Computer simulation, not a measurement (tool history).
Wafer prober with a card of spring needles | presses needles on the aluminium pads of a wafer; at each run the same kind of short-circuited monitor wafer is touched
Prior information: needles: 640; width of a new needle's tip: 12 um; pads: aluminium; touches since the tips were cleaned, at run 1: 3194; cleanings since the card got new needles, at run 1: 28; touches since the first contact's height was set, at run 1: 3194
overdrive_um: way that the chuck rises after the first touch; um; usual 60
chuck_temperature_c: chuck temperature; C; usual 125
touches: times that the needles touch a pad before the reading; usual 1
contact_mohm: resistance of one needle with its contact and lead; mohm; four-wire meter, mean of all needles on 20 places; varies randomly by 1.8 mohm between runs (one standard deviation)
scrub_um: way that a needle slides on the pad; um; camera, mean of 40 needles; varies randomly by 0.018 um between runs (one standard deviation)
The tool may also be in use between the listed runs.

run	hour	overdrive_um	chuck_temperature_c	touches	touches since the tips were cleaned	cleanings since the card got new needles	touches since the first contact's height was set	contact_mohm	scrub_um
1	0	60	125	1	3194	28	3194	186	12.76
# hour 9.6: tips cleaned on abrasive film
2	13.4	46	125	1	1800	29	9448	189	9.8
3	22.4	60	125	2	6006	29	13654	185	12.79
# hour 26.1: tips cleaned on abrasive film
4	35.9	60	125	2	4574	30	19948	186	12.76
# hour 42.9: tips cleaned on abrasive film
5	49.8	60	125	2	3228	31	26439	185	12.73
# hour 60.2: tips cleaned on abrasive film
6	61.4	53	125	2	574	32	31856	185	11.23
7	71.3	60	125	1	5228	32	36510	186	12.71
# hour 77.5: tips cleaned on abrasive film
8	84.4	60	125	1	3242	33	42614	186	12.71
9	91.9	60	125	1	6745	33	46117	190	12.67
# hour 94.7: tips cleaned on abrasive film
10	104	60	125	1	4357	34	51753	187	12.7
# hour 111.8: tips cleaned on abrasive film
11	116.3	60	125	1	2089	35	57487	187	12.68
12	124.2	60	125	1	5834	35	61232	185	12.67
# hour 128.2: tips cleaned on abrasive film
13	133.6	60	125	1	2542	36	65592	188	12.7
14	141.6	60	125	3	6293	36	69343	185	12.69
# hour 145.3: tips cleaned on abrasive film
15	148.8	60	28	1	1627	37	72671	166	12.68
# hour 161.9: tips cleaned on abrasive film
16	161.9	60	28	1	0	38	78782	168	12.67
17	168.8	60	28	1	3256	38	82038	167	12.67
# hour 179: tips cleaned on abrasive film
18	183.1	70	41	2	1900	39	88685	172	14.76

Forecast run 19:
19	189.9	70	41	2	5124	39	91909	?	?

Logged for run 19: contact_mohm 171 mohm, scrub_um 14.73 um.
Minus the tool's unlogged condition, the same run would have read contact_mohm 171 mohm, scrub_um 14.87 um.
